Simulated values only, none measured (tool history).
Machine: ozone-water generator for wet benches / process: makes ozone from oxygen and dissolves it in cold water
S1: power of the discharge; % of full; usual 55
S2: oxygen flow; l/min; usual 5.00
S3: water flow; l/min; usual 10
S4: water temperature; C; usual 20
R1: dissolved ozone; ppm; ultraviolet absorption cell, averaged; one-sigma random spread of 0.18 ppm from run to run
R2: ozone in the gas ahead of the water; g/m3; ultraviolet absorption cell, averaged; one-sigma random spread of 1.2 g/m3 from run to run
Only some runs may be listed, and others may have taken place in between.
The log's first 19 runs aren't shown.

run,hour,S1,S2,S3,S4,R1,R2
20,699.9,41,5.00,10,13,23.0,166.3
21,721.3,41,5.00,10,13,22.9,167.2
22,746.6,41,5.00,10,13,22.8,167.1
23,771.8,41,5.00,10,13,23.0,167.6
24,817.3,55,5.00,11,16,25.6,212.1
25,862.1,55,5.00,10,18,26.6,214.7
26,902.4,57,5.00,10,20,26.5,221.8
# hour 922.8: gauge calibrated
27,937.7,51,5.00,11,20,22.6,196.0
28,962.4,51,5.00,11,20,22.8,195.0
29,1008.9,55,5.00,11,18,25.3,208.9
30,1029.8,55,8.46,11,18,22.4,151.9
31,1070.9,61,8.46,9,22,24.4,168.6
32,1105.0,50,8.56,9,19,22.0,141.9
33,1154.9,48,8.25,9,16,23.0,139.7
34,1178.2,76,8.25,6,17,39.8,205.6

Predict each of these 3 candidate next runs independently; none follows another, all start after run 34:
A,1200.9,55,8.37,10,17,?,?
B,1200.9,55,2.68,10,24,?,?
C,1200.9,76,8.25,6,13,?,?

run,R1,R2
A,23.8,155.2
B,26.4,302.8
C,44.2,204.0
Had the tool no hidden state, the same runs would have come out as:
run,R1,R2
A,23.8,153.9
B,26.4,300.3
C,44.3,202.3
